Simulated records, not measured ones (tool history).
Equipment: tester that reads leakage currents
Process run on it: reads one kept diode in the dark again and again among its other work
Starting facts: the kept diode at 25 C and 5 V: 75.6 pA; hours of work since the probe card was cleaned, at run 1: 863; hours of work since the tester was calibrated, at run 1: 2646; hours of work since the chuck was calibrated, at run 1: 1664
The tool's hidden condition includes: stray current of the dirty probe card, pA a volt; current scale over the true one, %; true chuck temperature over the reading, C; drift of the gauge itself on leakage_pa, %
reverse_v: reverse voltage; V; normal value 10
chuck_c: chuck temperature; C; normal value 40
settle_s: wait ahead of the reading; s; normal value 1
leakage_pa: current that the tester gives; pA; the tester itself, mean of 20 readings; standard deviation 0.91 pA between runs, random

run    hour  reverse_v  chuck_c  settle_s  hours of work since the probe card was cleaned  hours of work since the tester was calibrated  hours of work since the chuck was calibrated  leakage_pa
  1       0         10       40         1                                             863                                           2646                                          1664      305.48
  2   120.4       12.8       40         1                                             925                                           2708                                          1726      340.84
  3   224.8       12.8       40         1                                             979                                           2761                                          1780      342.87
  4   354.1       12.8       40         1                                            1045                                           2828                                          1847      342.65
  5   447.5          1       40         1                                            1093                                           2876                                          1895       98.21
  6   568.1          1       40         1                                            1155                                           2938                                          1957       99.16
  7   660.8          1       40         1                                            1203                                           2986                                          2005       98.24
      675.6  -- chuck's temperature calibrated
  8   738.6         10       40         1                                            1242                                           3025                                            32      304.22
  9   854.9         10       40         1                                            1302                                           3085                                            92      303.18
 10   920.3         10       40         1                                            1336                                           3118                                           126      302.23
 11  1027.6         10       40         1                                            1391                                           3174                                           181      304.05
 12    1142       15.8       40         1                                            1450                                           3233                                           240      378.87
 13  1267.2       15.8       40         1                                            1514                                           3297                                           305      378.52
 14  1413.1       15.8       40         1                                            1590                                           3372                                           380      380.38
 15    1517         10       30         1                                            1643                                           3426                                           433      155.53
 16    1586         10       29         1                                            1679                                           3461                                           469      144.71
     1598.2  -- probe card cleaned and baked
 17  1667.4         10       40         1                                              36                                           3502                                           509      303.64
 18  1767.7        8.4       40         1                                              87                                           3553                                           561      277.91
 19  1877.5         10       30         1                                             144                                           3610                                           617      155.58
 20  1983.7       16.5       46         1                                             198                                           3664                                           672      570.85
 21  2055.2         10       55         1                                             235                                           3701                                           709      770.68
 22  2141.1        1.9       40      6.04                                             280                                           3746                                           753      134.39
 23  2239.9        8.3       46      6.04                                             330                                           3796                                           804       405.3
 24  2329.5        6.7       40         1                                             377                                           3843                                           850      249.48
 25    2424         10       29      0.39                                             425                                           3891                                           899      150.68
 26  2494.3         10       29      0.39                                             461                                           3927                                           935      151.72
 27  2641.9        5.7       31         1                                             537                                           4003                                          1011      126.17
 28  2709.7        3.6       28      9.27                                             572                                           4038                                          1046       80.12
 29  2774.4        1.7       29      9.62                                             606                                           4072                                          1079       59.63
 30  2923.7        3.7       29      9.62                                             683                                           4149                                          1156       87.52
 31  3049.9        3.7       29      9.62                                             748                                           4214                                          1221       87.87
 32  3143.2        2.5       29      9.62                                             796                                           4262                                          1269       72.05
 33  3257.8       15.6       40      2.89                                             855                                           4321                                          1328      374.85
 34  3376.2       15.6       40      2.89                                             916                                           4382                                          1389      374.76
 35  3447.9        4.5       22      0.63                                             952                                           4418                                          1426       60.46
 36  3543.7        4.5       57      1.77                                            1002                                           4468                                          1475      589.66

Each row is a separate what-if for the run after 36, all from the same tool condition, not one after another. Results?
  A  3660.2        4.1       55      6.09                                            1062                                           4528                                          1535           ?
  B  3660.2       15.3       55      2.47                                            1062                                           4528                                          1535           ?
  C  3660.2        3.5       39         1                                            1062                                           4528                                          1535           ?
  D  3660.2        6.8       34       9.6                                            1062                                           4528                                          1535           ?

run  leakage_pa
  A      500.72
  B      950.37
  C      169.39
  D      166.08
With no hidden state in the tool, these same runs would have given:
run  leakage_pa
  A      500.51
  B      949.94
  C       169.3
  D      165.98
